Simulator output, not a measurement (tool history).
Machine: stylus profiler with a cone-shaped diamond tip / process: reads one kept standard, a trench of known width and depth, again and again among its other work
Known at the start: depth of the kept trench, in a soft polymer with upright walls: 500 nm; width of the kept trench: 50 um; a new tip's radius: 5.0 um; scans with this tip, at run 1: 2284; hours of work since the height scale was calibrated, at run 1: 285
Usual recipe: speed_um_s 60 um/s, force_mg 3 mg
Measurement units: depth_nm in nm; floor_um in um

| run | hour | speed_um_s | force_mg | scans with this tip | hours of work since the height scale was calibrated | depth_nm | floor_um |
|---|---|---|---|---|---|---|---|
| 1 | 0 | 60 | 3 | 2284 | 285 | 506.7 | 45.11 |
| 2 | 19.9 | 60 | 3 | 2398 | 299 | 506.79 | 45.04 |
| 3 | 28.8 | 60 | 3 | 2450 | 306 | 506.8 | 45.05 |
| 4 | 37.8 | 60 | 5.18 | 2501 | 312 | 509.7 | 45.14 |
| 5 | 50.8 | 60 | 5.18 | 2576 | 322 | 509.69 | 45.18 |
| 6 | 59.6 | 60 | 5.18 | 2627 | 328 | 509.6 | 45.2 |
| 7 | 77.4 | 60 | 5.18 | 2729 | 341 | 509.51 | 45.14 |
| 8 | 90.6 | 60 | 5.18 | 2805 | 350 | 509.57 | 45.07 |
| 9 | 107.3 | 18 | 3 | 2900 | 362 | 506.83 | 45.29 |
| 10 | 123.8 | 18 | 3 | 2996 | 374 | 507.08 | 45.27 |
| 11 | 137.5 | 18 | 3 | 3074 | 384 | 506.84 | 45.23 |
| 12 | 154.5 | 18 | 3 | 3172 | 396 | 506.85 | 45.22 |
| 13 | 172.3 | 18 | 3 | 3274 | 409 | 506.77 | 45.23 |
| 14 | 184.9 | 99 | 1.17 | 3347 | 418 | 503.83 | 44.43 |
| 15 | 202.2 | 99 | 1.17 | 3446 | 430 | 503.98 | 44.39 |
| 16 | 211.6 | 236 | 1.36 | 3500 | 437 | 504.08 | 43.3 |
| 17 | 229 | 236 | 1.36 | 3600 | 449 | 504.07 | 43.24 |
| 18 | 239.3 | 47 | 4.03 | 3660 | 457 | 508.43 | 45.08 |
| 19 | 254.7 | 18 | 1.07 | 3748 | 468 | 503.79 | 45.14 |
| 20 | 273.2 | 191 | 8.12 | 3854 | 481 | 513.34 | 44.61 |
| 21 | 281.9 | 60 | 2.75 | 3904 | 487 | 506.7 | 44.87 |
| 22 | 293 | 60 | 2.75 | 3968 | 495 | 506.71 | 44.89 |
| 23 | 311.3 | 217 | 8.08 | 4073 | 508 | 513.1 | 44.53 |

Difference, measured minus no-hidden-state, one row per run. Run-to-run variation is common to both terms; the gauge's own scatter need not be:
Hidden state at play: radius of the tip, um; height scale over the true one, %; drift of the gauge itself on depth_nm, %; drift of the gauge itself on floor_um, %.
| run | depth_nm | floor_um |
|---|---|---|
| 1 | +0.23 | -0.2 |
| 2 | +0.24 | -0.2 |
| 3 | +0.25 | -0.21 |
| 4 | +0.26 | -0.22 |
| 5 | +0.27 | -0.22 |
| 6 | +0.28 | -0.23 |
| 7 | +0.29 | -0.24 |
| 8 | +0.3 | -0.25 |
| 9 | +0.31 | -0.26 |
| 10 | +0.32 | -0.27 |
| 11 | +0.33 | -0.28 |
| 12 | +0.35 | -0.29 |
| 13 | +0.36 | -0.3 |
| 14 | +0.36 | -0.31 |
| 15 | +0.38 | -0.31 |
| 16 | +0.39 | -0.33 |
| 17 | +0.4 | -0.33 |
| 18 | +0.41 | -0.34 |
| 19 | +0.42 | -0.35 |
| 20 | +0.43 | -0.36 |
| 21 | +0.44 | -0.37 |
| 22 | +0.45 | -0.38 |
| 23 | +0.46 | -0.38 |
